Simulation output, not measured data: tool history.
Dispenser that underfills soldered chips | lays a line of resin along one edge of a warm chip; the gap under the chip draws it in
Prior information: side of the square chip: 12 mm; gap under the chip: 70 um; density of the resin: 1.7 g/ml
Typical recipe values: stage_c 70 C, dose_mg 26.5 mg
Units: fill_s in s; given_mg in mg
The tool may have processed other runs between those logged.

run 1 hour=0 | stage_c=70 dose_mg=26.5 | fill_s=46.8 given_mg=26.15
-- hour=2 new syringe of resin
run 2 hour=7.5 | stage_c=70 dose_mg=26.5 | fill_s=33.3 given_mg=26.15
run 3 hour=14 | stage_c=71 dose_mg=26.5 | fill_s=40.8 given_mg=26.1
-- hour=18.8 new syringe of resin
run 4 hour=20.8 | stage_c=70 dose_mg=26.5 | fill_s=29 given_mg=25.96
run 5 hour=27.5 | stage_c=70 dose_mg=26.5 | fill_s=36.7 given_mg=25.9
run 6 hour=32.3 | stage_c=70 dose_mg=28.9 | fill_s=45.2 given_mg=28.3
-- hour=35.2 new syringe of resin
run 7 hour=39.4 | stage_c=70 dose_mg=26.4 | fill_s=32.9 given_mg=25.75
-- hour=44.2 dispensing valve cleaned and set on the balance
run 8 hour=47.4 | stage_c=70 dose_mg=26.4 | fill_s=42.1 given_mg=26.35
-- hour=52.3 new syringe of resin
run 9 hour=52.6 | stage_c=70 dose_mg=26.4 | fill_s=28 given_mg=26.55
run 10 hour=58.1 | stage_c=70 dose_mg=26.5 | fill_s=35.1 given_mg=26.44
run 11 hour=63.6 | stage_c=70 dose_mg=26.5 | fill_s=42.7 given_mg=26.33
-- hour=68.9 new syringe of resin
run 12 hour=71.8 | stage_c=70 dose_mg=23.6 | fill_s=31.3 given_mg=23.48
run 13 hour=77.7 | stage_c=70 dose_mg=23.6 | fill_s=39.3 given_mg=23.48
run 14 hour=82.6 | stage_c=70 dose_mg=22.7 | fill_s=47.6 given_mg=22.45
-- hour=85.4 new syringe of resin
run 15 hour=91.4 | stage_c=70 dose_mg=33 | fill_s=35.2 given_mg=32.49
run 16 hour=96 | stage_c=70 dose_mg=33 | fill_s=40.9 given_mg=32.47
-- hour=101.9 new syringe of resin
run 17 hour=102.6 | stage_c=70 dose_mg=33 | fill_s=28.5 given_mg=32.37
run 18 hour=110.6 | stage_c=70 dose_mg=33 | fill_s=38.6 given_mg=32.3
-- hour=118.1 new syringe of resin
run 19 hour=118.1 | stage_c=58 dose_mg=25.8 | fill_s=52.2 given_mg=25.22
-- hour=122.9 dispensing valve cleaned and set on the balance
run 20 hour=124.3 | stage_c=58 dose_mg=25.8 | fill_s=62.8 given_mg=25.86
run 21 hour=127.9 | stage_c=62 dose_mg=28.3 | fill_s=57.5 given_mg=28.25
-- hour=135.7 new syringe of resin
run 22 hour=136.5 | stage_c=57 dose_mg=27.3 | fill_s=55.3 given_mg=27.27
run 23 hour=141.4 | stage_c=67 dose_mg=31.3 | fill_s=39.2 given_mg=31.05
run 24 hour=148.2 | stage_c=78 dose_mg=25.9 | fill_s=28.9 given_mg=25.76
-- hour=152.2 new syringe of resin
run 25 hour=154.4 | stage_c=82 dose_mg=25.9 | fill_s=16.3 given_mg=25.56
run 26 hour=158.1 | stage_c=82 dose_mg=25.9 | fill_s=19 given_mg=25.46
run 27 hour=166 | stage_c=81 dose_mg=26.6 | fill_s=27.6 given_mg=26.39
-- hour=169 new syringe of resin
run 28 hour=174.2 | stage_c=81 dose_mg=32.8 | fill_s=19.7 given_mg=32.34
run 29 hour=179 | stage_c=69 dose_mg=27.6 | fill_s=43.1 given_mg=27.11
run 30 hour=183.4 | stage_c=69 dose_mg=27.6 | fill_s=50.3 given_mg=27.02
-- hour=185.4 new syringe of resin
run 31 hour=191 | stage_c=55 dose_mg=26.7 | fill_s=76.4 given_mg=26.23
run 32 hour=195 | stage_c=59 dose_mg=31.3 | fill_s=71.4 given_mg=30.62
-- hour=201.2 dispensing valve cleaned and set on the balance
-- hour=202.9 new syringe of resin
run 33 hour=203.9 | stage_c=70 dose_mg=30.2 | fill_s=29.1 given_mg=30.06
run 34 hour=211.6 | stage_c=70 dose_mg=30.2 | fill_s=38.5 given_mg=30.17
run 35 hour=216.7 | stage_c=68 dose_mg=27.6 | fill_s=52.5 given_mg=27.41
-- hour=219.1 new syringe of resin
run 36 hour=222.7 | stage_c=84 dose_mg=34.4 | fill_s=16.1 given_mg=34.15

Branching from run 36: 3 alternative next runs. What would each branch give?
run A hour=229.6 | stage_c=62 dose_mg=23.4 | fill_s=? given_mg=?
run B hour=229.6 | stage_c=60 dose_mg=34.5 | fill_s=? given_mg=?
run C hour=229.6 | stage_c=64 dose_mg=25.2 | fill_s=? given_mg=?

run=A fill_s=65.1 given_mg=23.08
run=B fill_s=68.9 given_mg=34.14
run=C fill_s=58.2 given_mg=24.97
The same runs, with their run-to-run variation unchanged, on a tool lacking any hidden condition would have given:
run=A fill_s=39.8 given_mg=23.3
run=B fill_s=42.3 given_mg=34.46
run=C fill_s=35.8 given_mg=25.2
